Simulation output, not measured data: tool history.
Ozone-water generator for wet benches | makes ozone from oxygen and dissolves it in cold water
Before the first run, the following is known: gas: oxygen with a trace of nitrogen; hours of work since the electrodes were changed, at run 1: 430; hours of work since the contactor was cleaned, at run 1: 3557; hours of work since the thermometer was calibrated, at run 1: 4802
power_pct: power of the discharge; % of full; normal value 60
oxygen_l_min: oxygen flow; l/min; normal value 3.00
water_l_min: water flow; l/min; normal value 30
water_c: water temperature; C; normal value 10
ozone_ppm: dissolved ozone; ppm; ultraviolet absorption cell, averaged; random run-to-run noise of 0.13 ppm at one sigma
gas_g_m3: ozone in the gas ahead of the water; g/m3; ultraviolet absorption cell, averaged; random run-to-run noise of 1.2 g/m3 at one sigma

run,hour,power_pct,oxygen_l_min,water_l_min,water_c,hours of work since the electrodes were changed,hours of work since the contactor was cleaned,hours of work since the thermometer was calibrated,ozone_ppm,gas_g_m3
1,0.0,60,3.00,30,10,430,3557,4802,12.8,213.8
2,43.1,56,3.00,30,10,465,3592,4837,12.6,206.0
3,108.5,56,3.00,30,6,518,3645,4890,12.7,204.6
4,136.8,56,3.00,30,6,541,3668,4913,13.0,205.4
5,201.3,56,3.00,30,6,593,3720,4965,12.7,206.2
6,247.0,56,3.00,30,6,630,3757,5002,12.8,205.7
7,303.0,56,3.00,30,6,675,3802,5047,13.1,206.2
8,370.7,56,3.00,30,6,730,3857,5102,12.6,206.9
9,428.7,56,3.00,30,6,777,3904,5149,12.6,205.8
10,479.9,56,3.00,30,6,818,3945,5190,12.8,203.9
11,529.3,56,3.00,30,6,858,3985,5230,12.5,206.5
# hour 554.0: water thermometer calibrated
12,595.7,56,3.00,30,6,911,4039,34,12.8,206.4
13,654.2,60,3.00,30,10,959,4086,81,12.9,210.5
14,698.6,60,3.00,30,10,995,4122,117,12.8,211.2
15,735.7,60,1.62,30,10,1025,4152,147,9.6,262.6
16,789.2,60,3.00,21,10,1068,4195,190,18.7,212.0
17,855.3,60,3.00,21,12,1122,4249,244,18.5,211.4
18,885.2,99,1.81,37,8,1146,4273,268,10.2,329.4
19,932.1,99,1.81,37,8,1184,4311,306,9.9,327.1
20,968.3,99,1.81,37,8,1213,4340,335,9.8,328.5
21,1008.2,60,3.00,30,9,1245,4373,368,12.8,209.9
22,1069.5,60,2.68,23,9,1295,4422,417,16.4,221.8
23,1107.5,60,2.68,23,9,1326,4453,448,16.5,219.2
24,1155.2,60,2.68,23,9,1364,4492,487,16.7,219.6
25,1183.5,60,2.68,23,12,1387,4514,509,16.1,221.3
26,1247.7,60,2.68,23,12,1439,4566,561,15.9,218.7
27,1308.8,60,2.68,23,12,1489,4616,611,16.1,218.8
28,1358.6,60,2.68,23,12,1529,4656,651,16.0,218.0
29,1413.7,60,3.95,30,16,1573,4701,696,13.6,190.8
30,1474.8,49,3.95,30,12,1623,4750,745,12.5,170.7
31,1529.9,69,3.00,30,7,1667,4795,790,13.9,225.1
32,1585.0,42,1.59,44,11,1712,4839,834,4.6,218.8

Below are 3 alternative next runs, each starting from the tool's condition after run 32. Predict each:
A,1625.2,43,1.85,44,11,1745,4872,867,?,?
B,1625.2,60,3.00,19,10,1745,4872,867,?,?
C,1625.2,59,1.59,44,8,1745,4872,867,?,?

run,ozone_ppm,gas_g_m3
A,5.1,209.9
B,20.5,208.6
C,5.5,262.1
Without the tool's hidden state the same runs would have given:
run,ozone_ppm,gas_g_m3
A,5.6,215.3
B,21.8,215.3
C,6.0,270.4
